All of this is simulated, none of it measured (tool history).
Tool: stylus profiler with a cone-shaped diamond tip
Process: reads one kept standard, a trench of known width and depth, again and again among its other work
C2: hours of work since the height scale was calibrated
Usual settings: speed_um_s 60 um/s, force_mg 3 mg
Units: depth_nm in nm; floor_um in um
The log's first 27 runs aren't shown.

{"run": 28, "day": 86.671, "speed_um_s": 28, "force_mg": 2.34, "scans with this tip": 806, "C2": 64, "depth_nm": 1010.98, "floor_um": 23.41}
{"run": 29, "day": 89.708, "speed_um_s": 16, "force_mg": 5.11, "scans with this tip": 1356, "C2": 108, "depth_nm": 1018.46, "floor_um": 23.26}
{"run": 30, "day": 93.767, "speed_um_s": 16, "force_mg": 5.11, "scans with this tip": 2090, "C2": 166, "depth_nm": 1018.6, "floor_um": 22.91}
{"run": 31, "day": 97.683, "speed_um_s": 16, "force_mg": 5.11, "scans with this tip": 2799, "C2": 223, "depth_nm": 1018.73, "floor_um": 22.56}
{"run": 32, "day": 100.588, "speed_um_s": 48, "force_mg": 7.93, "scans with this tip": 3325, "C2": 265, "depth_nm": 1025.01, "floor_um": 22.26}
{"run": 33, "day": 104.696, "speed_um_s": 48, "force_mg": 7.93, "scans with this tip": 4069, "C2": 324, "depth_nm": 1025.22, "floor_um": 22.01}
{"run": 34, "day": 107.417, "speed_um_s": 48, "force_mg": 7.93, "scans with this tip": 4561, "C2": 363, "depth_nm": 1024.85, "floor_um": 21.8}
{"run": 35, "day": 111.242, "speed_um_s": 47, "force_mg": 7.93, "scans with this tip": 5254, "C2": 418, "depth_nm": 1025.1, "floor_um": 21.57}
{"run": 36, "day": 115.596, "speed_um_s": 70, "force_mg": 8.9, "scans with this tip": 6042, "C2": 481, "depth_nm": 1027.22, "floor_um": 21.26}
{"run": 37, "day": 118.671, "speed_um_s": 70, "force_mg": 8.9, "scans with this tip": 6599, "C2": 525, "depth_nm": 1027.36, "floor_um": 21}
{"run": 38, "day": 120.779, "speed_um_s": 70, "force_mg": 8.9, "scans with this tip": 6980, "C2": 556, "depth_nm": 1027.35, "floor_um": 20.93}
{"run": 39, "day": 124.629, "speed_um_s": 19, "force_mg": 1.21, "scans with this tip": 7677, "C2": 611, "depth_nm": 1007.56, "floor_um": 20.65}
{"run": 40, "day": 129.138, "speed_um_s": 19, "force_mg": 1.21, "scans with this tip": 8493, "C2": 676, "depth_nm": 1007.67, "floor_um": 20.47}
{"day": 129.754, "done": "new tip fitted, height scale calibrated"}
{"run": 41, "day": 133.433, "speed_um_s": 19, "force_mg": 1.21, "scans with this tip": 666, "C2": 53, "depth_nm": 1007.34, "floor_um": 23.63}
{"run": 42, "day": 135.8, "speed_um_s": 29, "force_mg": 4.54, "scans with this tip": 1094, "C2": 87, "depth_nm": 1017.33, "floor_um": 23.48}
{"run": 43, "day": 137.921, "speed_um_s": 23, "force_mg": 4.54, "scans with this tip": 1478, "C2": 118, "depth_nm": 1017.15, "floor_um": 23.36}
{"run": 44, "day": 140.046, "speed_um_s": 17, "force_mg": 4.55, "scans with this tip": 1863, "C2": 148, "depth_nm": 1017.31, "floor_um": 23.19}
{"run": 45, "day": 143.479, "speed_um_s": 35, "force_mg": 1.01, "scans with this tip": 2485, "C2": 198, "depth_nm": 1006.43, "floor_um": 22.8}
{"run": 46, "day": 147.121, "speed_um_s": 60, "force_mg": 6.76, "scans with this tip": 3144, "C2": 250, "depth_nm": 1022.74, "floor_um": 22.53}

3 ways to go on from here, each from the tool as it stands after run 46. What would each give?
{"run": "A", "day": 149.946, "speed_um_s": 17, "force_mg": 5.79, "scans with this tip": 3655, "C2": 291, "depth_nm": "?", "floor_um": "?"}
{"run": "B", "day": 149.946, "speed_um_s": 16, "force_mg": 2.17, "scans with this tip": 3655, "C2": 291, "depth_nm": "?", "floor_um": "?"}
{"run": "C", "day": 149.946, "speed_um_s": 60, "force_mg": 2.61, "scans with this tip": 3655, "C2": 291, "depth_nm": "?", "floor_um": "?"}

run=A depth_nm=1020.51 floor_um=22.42
run=B depth_nm=1010.89 floor_um=22.38
run=C depth_nm=1012.06 floor_um=22.32
Without the tool's hidden state the same runs would have given:
run=A depth_nm=1020.18 floor_um=23.96
run=B depth_nm=1010.56 floor_um=23.92
run=C depth_nm=1011.73 floor_um=23.86
